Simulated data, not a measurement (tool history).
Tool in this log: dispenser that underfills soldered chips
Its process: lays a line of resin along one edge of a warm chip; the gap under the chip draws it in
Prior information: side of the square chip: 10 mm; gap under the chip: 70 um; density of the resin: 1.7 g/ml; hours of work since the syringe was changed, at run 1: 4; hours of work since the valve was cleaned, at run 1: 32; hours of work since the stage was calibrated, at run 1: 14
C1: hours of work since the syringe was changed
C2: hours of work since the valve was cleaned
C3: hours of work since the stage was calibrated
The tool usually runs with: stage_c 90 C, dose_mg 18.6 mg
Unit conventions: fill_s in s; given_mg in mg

{"run": 1, "hour": 0.0, "stage_c": 90, "dose_mg": 18.6, "C1": 4, "C2": 32, "C3": 14, "fill_s": 140.4, "given_mg": 18.18}
{"run": 2, "hour": 3.7, "stage_c": 90, "dose_mg": 18.6, "C1": 6, "C2": 35, "C3": 16, "fill_s": 158.0, "given_mg": 18.08}
{"run": 3, "hour": 6.7, "stage_c": 90, "dose_mg": 18.6, "C1": 8, "C2": 36, "C3": 18, "fill_s": 172.9, "given_mg": 18.1}
{"run": 4, "hour": 10.0, "stage_c": 90, "dose_mg": 18.3, "C1": 11, "C2": 39, "C3": 20, "fill_s": 200.8, "given_mg": 17.89}
{"hour": 11.1, "done": "new syringe of resin"}
{"run": 5, "hour": 13.8, "stage_c": 90, "dose_mg": 18.3, "C1": 2, "C2": 41, "C3": 23, "fill_s": 122.6, "given_mg": 17.58}
{"run": 6, "hour": 17.1, "stage_c": 90, "dose_mg": 18.6, "C1": 4, "C2": 43, "C3": 25, "fill_s": 138.3, "given_mg": 18.15}
{"run": 7, "hour": 19.8, "stage_c": 90, "dose_mg": 16.5, "C1": 6, "C2": 45, "C3": 27, "fill_s": 155.7, "given_mg": 15.81}
{"run": 8, "hour": 22.5, "stage_c": 90, "dose_mg": 22.8, "C1": 8, "C2": 47, "C3": 28, "fill_s": 163.8, "given_mg": 21.99}
{"run": 9, "hour": 24.9, "stage_c": 90, "dose_mg": 22.8, "C1": 9, "C2": 48, "C3": 30, "fill_s": 176.9, "given_mg": 22.01}
{"hour": 28.2, "done": "new syringe of resin"}
{"run": 10, "hour": 29.6, "stage_c": 90, "dose_mg": 22.8, "C1": 1, "C2": 51, "C3": 33, "fill_s": 114.4, "given_mg": 21.98}
{"run": 11, "hour": 32.5, "stage_c": 78, "dose_mg": 23.0, "C1": 3, "C2": 53, "C3": 35, "fill_s": 185.5, "given_mg": 22.02}
{"run": 12, "hour": 36.3, "stage_c": 96, "dose_mg": 16.5, "C1": 5, "C2": 56, "C3": 37, "fill_s": 128.1, "given_mg": 15.79}
{"run": 13, "hour": 40.4, "stage_c": 96, "dose_mg": 16.5, "C1": 8, "C2": 59, "C3": 40, "fill_s": 149.5, "given_mg": 15.74}
{"run": 14, "hour": 43.9, "stage_c": 85, "dose_mg": 18.6, "C1": 10, "C2": 61, "C3": 42, "fill_s": 227.6, "given_mg": 17.74}
{"hour": 45.3, "done": "new syringe of resin"}
{"run": 15, "hour": 46.2, "stage_c": 85, "dose_mg": 18.6, "C1": 1, "C2": 62, "C3": 44, "fill_s": 135.5, "given_mg": 17.58}
{"run": 16, "hour": 49.3, "stage_c": 102, "dose_mg": 22.6, "C1": 3, "C2": 64, "C3": 46, "fill_s": 90.1, "given_mg": 21.23}
{"run": 17, "hour": 53.2, "stage_c": 98, "dose_mg": 23.4, "C1": 5, "C2": 67, "C3": 48, "fill_s": 115.8, "given_mg": 22.02}
{"run": 18, "hour": 55.2, "stage_c": 86, "dose_mg": 18.8, "C1": 7, "C2": 68, "C3": 50, "fill_s": 182.1, "given_mg": 17.56}
{"run": 19, "hour": 57.8, "stage_c": 104, "dose_mg": 18.3, "C1": 8, "C2": 70, "C3": 51, "fill_s": 119.0, "given_mg": 17.15}
{"run": 20, "hour": 61.4, "stage_c": 100, "dose_mg": 21.5, "C1": 11, "C2": 72, "C3": 54, "fill_s": 151.2, "given_mg": 20.26}

Branching from run 20: 4 alternative next runs. What would each branch give?
{"hour": 62.4, "done": "new syringe of resin"}
{"run": "A", "hour": 64.8, "stage_c": 77, "dose_mg": 21.4, "C1": 2, "C2": 74, "C3": 56, "fill_s": "?", "given_mg": "?"}
{"hour": 62.4, "done": "new syringe of resin"}
{"run": "B", "hour": 64.8, "stage_c": 90, "dose_mg": 16.5, "C1": 2, "C2": 74, "C3": 56, "fill_s": "?", "given_mg": "?"}
{"hour": 62.4, "done": "new syringe of resin"}
{"run": "C", "hour": 64.8, "stage_c": 89, "dose_mg": 18.0, "C1": 2, "C2": 74, "C3": 56, "fill_s": "?", "given_mg": "?"}
{"hour": 62.4, "done": "new syringe of resin"}
{"run": "D", "hour": 64.8, "stage_c": 100, "dose_mg": 21.5, "C1": 2, "C2": 74, "C3": 56, "fill_s": "?", "given_mg": "?"}

run=A fill_s=181.8 given_mg=19.96
run=B fill_s=126.7 given_mg=15.57
run=C fill_s=129.1 given_mg=16.78
run=D fill_s=90.5 given_mg=20.20
Had the tool no hidden state, the same runs would have come out as:
run=A fill_s=160.9 given_mg=21.32
run=B fill_s=110.9 given_mg=16.62
run=C fill_s=113.6 given_mg=17.92
run=D fill_s=80.3 given_mg=21.57
